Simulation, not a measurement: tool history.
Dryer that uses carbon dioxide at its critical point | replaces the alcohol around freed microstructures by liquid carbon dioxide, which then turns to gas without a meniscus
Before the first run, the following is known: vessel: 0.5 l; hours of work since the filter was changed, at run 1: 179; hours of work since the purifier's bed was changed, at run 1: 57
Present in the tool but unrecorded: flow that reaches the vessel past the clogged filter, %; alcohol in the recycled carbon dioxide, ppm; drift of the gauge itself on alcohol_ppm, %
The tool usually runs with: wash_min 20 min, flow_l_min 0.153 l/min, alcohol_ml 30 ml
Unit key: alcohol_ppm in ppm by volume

run	day	wash_min	flow_l_min	alcohol_ml	hours of work since the filter was changed	hours of work since the purifier's bed was changed	alcohol_ppm
1	0	20	0.153	30	179	57	272
2	1.017	20	0.153	30	197	75	274
3	1.758	20	0.153	30	210	88	272
4	2.917	20	0.153	30	231	109	288
5	3.971	20	0.153	30	250	127	303
# day 4.267: inlet filter changed
6	4.758	20	0.153	30	9	141	215
7	5.712	20	0.153	30	26	158	222
8	6.467	20	0.153	30	39	171	230
9	7.15	20	0.121	30	51	183	742
10	8.596	20	0.153	24	77	209	201
11	10.025	20	0.153	30	103	235	252
12	11.067	20	0.153	24	121	253	217
13	12.133	20	0.153	30	140	272	273
14	13.358	14	0.153	30	162	294	1363
15	14.388	14	0.153	30	181	313	1339
16	15.421	14	0.153	30	199	331	1392
17	16.417	14	0.153	30	217	349	1385
18	17.896	20	0.153	60	243	375	606
# day 18.588: inlet filter changed
19	19.342	20	0.153	60	13	400	444
20	20.017	20	0.153	60	26	412	457
21	21.392	20	0.172	30	50	437	155
22	22.65	20	0.172	30	72	459	164
23	23.267	20	0.172	30	84	470	172
24	24.108	20	0.153	51	99	485	448
25	24.967	20	0.153	51	114	501	461
26	26.15	20	0.111	21	135	522	930
27	27.038	20	0.111	21	151	537	911

Run 28 is up next; what results do you expect?
28	27.658	15	0.146	99	162	549	?

{"run 28": {"alcohol_ppm": 4000}}
If the tool had no hidden condition, the same run with the same run-to-run variation would have returned alcohol_ppm 3220 ppm by volume.
